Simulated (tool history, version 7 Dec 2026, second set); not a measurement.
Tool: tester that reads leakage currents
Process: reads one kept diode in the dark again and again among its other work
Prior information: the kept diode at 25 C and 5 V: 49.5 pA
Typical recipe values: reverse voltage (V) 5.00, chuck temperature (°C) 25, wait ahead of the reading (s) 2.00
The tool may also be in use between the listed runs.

run	day	reverse voltage (V)	chuck temperature (°C)	wait ahead of the reading (s)	current that the tester gives (pA)
1	0.000	5.00	25	2.00	56.06
2	3.692	5.00	25	2.00	56.17
3	6.138	5.00	25	2.00	56.07
4	8.646	5.00	25	2.00	55.90
5	11.158	5.00	25	2.00	56.38
6	15.317	5.00	25	2.00	56.22
7	19.808	5.00	25	7.36	54.93
8	24.029	5.00	25	2.00	55.87
9	28.050	5.00	25	2.00	55.54
10	31.417	5.00	25	2.00	55.92
11	34.612	10.28	35	6.86	170.62
12	38.542	2.54	25	2.00	36.44
13	42.425	3.50	36	1.14	95.46
14	45.121	3.50	36	1.14	95.38
15	48.188	2.22	25	0.60	34.37
16	51.871	2.22	25	0.60	34.21
17	55.408	2.22	25	0.60	34.08
18	57.967	2.22	25	0.60	34.28

Here are 5 independent what-if runs from the current tool condition. What would each one return?
A	61.604	19.34	26	1.78	?
B	61.604	1.40	41	0.58	?
C	61.604	3.74	51	0.80	?
D	61.604	2.29	25	0.60	?
E	61.604	5.39	48	1.13	?

run	current that the tester gives (pA)
A	148.17
B	76.44
C	266.74
D	34.82
E	273.13
Without the tool's unlogged condition, the same runs would have read:
run	current that the tester gives (pA)
A	121.22
B	78.51
C	275.34
D	32.75
E	279.21
